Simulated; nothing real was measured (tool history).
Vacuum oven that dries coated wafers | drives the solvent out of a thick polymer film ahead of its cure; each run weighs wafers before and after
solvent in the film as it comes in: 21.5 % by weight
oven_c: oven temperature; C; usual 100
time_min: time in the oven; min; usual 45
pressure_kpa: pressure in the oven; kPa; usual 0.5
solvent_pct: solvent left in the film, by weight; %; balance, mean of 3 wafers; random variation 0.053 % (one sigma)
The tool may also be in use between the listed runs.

run	hour	oven_c	time_min	pressure_kpa	solvent_pct
1	0	100	45	0.5	1.71
2	73.2	100	45	0.5	1.72
3	125	100	45	0.5	1.75
4	198.4	100	45	0.5	1.88
5	279.2	100	45	0.5	1.82
6	393.2	100	71	0.5	0.74
7	499.6	100	71	0.5	0.84
8	547.4	100	71	0.5	0.81
# hour 554.6: vacuum gauge cleaned of residue and calibrated
9	613.8	100	71	0.5	0.93
10	690.4	111	50	0.508	0.57
11	783.5	86	51	1.134	6.08
12	872.3	86	51	1.134	6.14
# hour 894.9: oven's thermocouples calibrated
13	947.1	103	77	0.5	0.67
14	1014.6	103	77	0.5	0.68

3 ways to go on from here, each from the tool as it stands after run 14. What would each give?
A	1129.1	90	49	1.436	?
B	1129.1	97	23	0.259	?
C	1129.1	90	48	0.684	?

run	solvent_pct
A	5.07
B	5.96
C	4.56
Without the tool's hidden state the same runs would have given:
run	solvent_pct
A	4.75
B	5.74
C	4.23
